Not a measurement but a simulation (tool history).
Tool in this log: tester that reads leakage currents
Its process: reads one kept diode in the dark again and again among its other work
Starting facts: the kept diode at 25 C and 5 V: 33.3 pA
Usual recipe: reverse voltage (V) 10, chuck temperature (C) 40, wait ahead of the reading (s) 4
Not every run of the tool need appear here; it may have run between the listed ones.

run   hour  reverse voltage (V)  chuck temperature (C)  wait ahead of the reading (s)  current that the tester gives (pA)
  1      0                   10                     40                              4                               133.7
  2   29.2                   10                     40                              4                              134.45
  3   53.6                   10                     40                              4                              135.14
  4   68.2                   10                     40                              4                              135.65
  5   89.6                   10                     40                              4                              134.95
  6  103.9                   10                     40                              4                              135.78
  7  129.8                   10                     40                              4                              136.36
  8    148                  4.1                     40                              4                              100.41
     163.8  -- chuck's temperature calibrated
  9  163.9                  4.1                     40                              4                               95.37
 10  179.9                  4.1                     40                              4                               95.91
 11  212.9                  4.1                     40                              4                               95.83

For run 12, what comes out?
 12  244.3                  4.7                     24                              4                                   ?

Run 12 measured current that the tester gives (pA) 33.09.
The same run, on a tool lacking any hidden state, would have yielded current that the tester gives (pA) 30.78.
